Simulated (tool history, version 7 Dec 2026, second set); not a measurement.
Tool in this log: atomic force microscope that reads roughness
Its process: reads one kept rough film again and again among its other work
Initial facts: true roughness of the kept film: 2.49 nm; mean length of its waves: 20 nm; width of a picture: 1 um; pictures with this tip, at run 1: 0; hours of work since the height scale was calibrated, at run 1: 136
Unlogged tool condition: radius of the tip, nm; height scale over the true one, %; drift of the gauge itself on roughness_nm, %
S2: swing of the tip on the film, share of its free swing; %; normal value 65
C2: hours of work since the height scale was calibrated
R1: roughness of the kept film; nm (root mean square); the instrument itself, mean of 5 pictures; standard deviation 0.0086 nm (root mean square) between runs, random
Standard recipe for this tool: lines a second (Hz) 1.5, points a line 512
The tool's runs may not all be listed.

run 1 hour=0 | lines_a_second_(Hz)=1.5 S2=65 points_a_line=512 | pictures_with_this_tip=0 C2=136 | R1=1.861
run 2 hour=12.7 | lines_a_second_(Hz)=1.5 S2=65 points_a_line=512 | pictures_with_this_tip=18 C2=142 | R1=1.766
run 3 hour=24.5 | lines_a_second_(Hz)=1.5 S2=65 points_a_line=655 | pictures_with_this_tip=36 C2=148 | R1=1.701
run 4 hour=33.6 | lines_a_second_(Hz)=1.5 S2=65 points_a_line=655 | pictures_with_this_tip=49 C2=152 | R1=1.661
run 5 hour=52.2 | lines_a_second_(Hz)=1.5 S2=65 points_a_line=303 | pictures_with_this_tip=76 C2=160 | R1=1.533
run 6 hour=59.8 | lines_a_second_(Hz)=1.5 S2=65 points_a_line=512 | pictures_with_this_tip=87 C2=164 | R1=1.529
run 7 hour=67.9 | lines_a_second_(Hz)=2.22 S2=65 points_a_line=512 | pictures_with_this_tip=99 C2=167 | R1=1.48
run 8 hour=84 | lines_a_second_(Hz)=2.22 S2=65 points_a_line=512 | pictures_with_this_tip=123 C2=175 | R1=1.405
run 9 hour=94.5 | lines_a_second_(Hz)=3.77 S2=65 points_a_line=512 | pictures_with_this_tip=138 C2=180 | R1=1.315
run 10 hour=105.9 | lines_a_second_(Hz)=3.77 S2=65 points_a_line=512 | pictures_with_this_tip=155 C2=185 | R1=1.275
run 11 hour=123.8 | lines_a_second_(Hz)=3.77 S2=65 points_a_line=272 | pictures_with_this_tip=181 C2=193 | R1=1.213
run 12 hour=138.7 | lines_a_second_(Hz)=3.77 S2=65 points_a_line=272 | pictures_with_this_tip=203 C2=200 | R1=1.161
run 13 hour=154.9 | lines_a_second_(Hz)=3.77 S2=65 points_a_line=272 | pictures_with_this_tip=226 C2=207 | R1=1.128
run 14 hour=166.4 | lines_a_second_(Hz)=3.77 S2=65 points_a_line=272 | pictures_with_this_tip=243 C2=213 | R1=1.097
run 15 hour=175.6 | lines_a_second_(Hz)=3.77 S2=65 points_a_line=272 | pictures_with_this_tip=256 C2=217 | R1=1.082
-- hour=185.7 new tip fitted
run 16 hour=190.6 | lines_a_second_(Hz)=1.5 S2=65 points_a_line=775 | pictures_with_this_tip=8 C2=223 | R1=1.868
run 17 hour=201.3 | lines_a_second_(Hz)=0.55 S2=62 points_a_line=952 | pictures_with_this_tip=23 C2=228 | R1=1.832
run 18 hour=215.6 | lines_a_second_(Hz)=0.55 S2=62 points_a_line=952 | pictures_with_this_tip=44 C2=235 | R1=1.742
run 19 hour=227.9 | lines_a_second_(Hz)=1.5 S2=72 points_a_line=777 | pictures_with_this_tip=62 C2=240 | R1=1.633
run 20 hour=245.7 | lines_a_second_(Hz)=0.83 S2=65 points_a_line=420 | pictures_with_this_tip=88 C2=249 | R1=1.572
run 21 hour=261.9 | lines_a_second_(Hz)=0.83 S2=65 points_a_line=420 | pictures_with_this_tip=112 C2=256 | R1=1.487
run 22 hour=274.3 | lines_a_second_(Hz)=3.67 S2=67 points_a_line=472 | pictures_with_this_tip=130 C2=262 | R1=1.344
run 23 hour=285.9 | lines_a_second_(Hz)=3.67 S2=67 points_a_line=472 | pictures_with_this_tip=147 C2=267 | R1=1.316
run 24 hour=294.3 | lines_a_second_(Hz)=2.03 S2=65 points_a_line=512 | pictures_with_this_tip=159 C2=271 | R1=1.331
run 25 hour=302.4 | lines_a_second_(Hz)=0.72 S2=69 points_a_line=649 | pictures_with_this_tip=171 C2=274 | R1=1.339
run 26 hour=312 | lines_a_second_(Hz)=1.5 S2=65 points_a_line=315 | pictures_with_this_tip=185 C2=279 | R1=1.26
run 27 hour=330 | lines_a_second_(Hz)=3.96 S2=65 points_a_line=913 | pictures_with_this_tip=211 C2=287 | R1=1.179

What if the next run were any one of these 3? Each begins from the tool's condition after run 27:
run A hour=340.9 | lines_a_second_(Hz)=0.6 S2=70 points_a_line=768 | pictures_with_this_tip=227 C2=292 | R1=?
run B hour=340.9 | lines_a_second_(Hz)=1.5 S2=80 points_a_line=710 | pictures_with_this_tip=227 C2=292 | R1=?
run C hour=340.9 | lines_a_second_(Hz)=3.01 S2=65 points_a_line=512 | pictures_with_this_tip=227 C2=292 | R1=?

run=A R1=1.226
run=B R1=1.158
run=C R1=1.164
With the hidden condition removed and each run's random variation left untouched, the same runs would have given:
run=A R1=1.955
run=B R1=1.848
run=C R1=1.857
